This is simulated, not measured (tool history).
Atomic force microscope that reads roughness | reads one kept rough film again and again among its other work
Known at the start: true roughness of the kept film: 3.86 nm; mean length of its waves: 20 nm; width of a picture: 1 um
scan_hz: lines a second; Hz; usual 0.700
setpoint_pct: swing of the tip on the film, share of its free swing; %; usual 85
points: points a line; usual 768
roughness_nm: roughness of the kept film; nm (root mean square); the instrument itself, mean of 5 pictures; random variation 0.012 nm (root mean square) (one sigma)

run,hour,scan_hz,setpoint_pct,points,roughness_nm
1,0.0,0.700,85,768,2.974
# hour 39.1: new tip fitted
2,47.3,0.700,85,768,2.962
# hour 89.0: new tip fitted
3,90.5,0.700,71,768,3.085
# hour 137.1: new tip fitted
4,150.7,0.700,71,768,3.090
# hour 186.9: new tip fitted
5,211.2,0.700,85,768,2.972
# hour 239.3: new tip fitted
6,257.6,0.700,85,768,2.967
# hour 288.4: new tip fitted
7,317.0,0.700,85,768,2.982
# hour 340.1: new tip fitted
8,368.3,0.700,85,768,2.954
# hour 390.1: new tip fitted
9,433.5,0.700,85,768,2.952
# hour 441.4: new tip fitted
10,487.5,2.918,86,371,2.278
# hour 493.0: new tip fitted
# hour 543.2: new tip fitted
11,556.1,2.918,60,939,2.945
# hour 590.9: new tip fitted
12,618.8,1.371,70,547,2.962
# hour 640.7: new tip fitted
13,656.3,3.015,73,768,2.656
# hour 691.7: new tip fitted
14,694.8,1.127,75,600,2.951
15,737.1,1.699,66,428,2.947
# hour 740.7: new tip fitted
# hour 789.8: new tip fitted
16,808.4,2.844,58,792,2.975
# hour 837.4: new tip fitted
17,857.0,0.648,58,357,3.105
# hour 887.5: new tip fitted
18,887.5,2.372,72,520,2.769

Forecast each of these 3 alternatives for the next run:
# hour 935.6: new tip fitted
A,950.0,2.372,72,910,?
# hour 935.6: new tip fitted
B,950.0,1.440,62,344,?
# hour 935.6: new tip fitted
C,950.0,0.821,85,349,?

run,roughness_nm
A,2.790
B,3.042
C,2.851
Without the tool's hidden state the same runs would have given:
run,roughness_nm
A,2.792
B,3.044
C,2.853
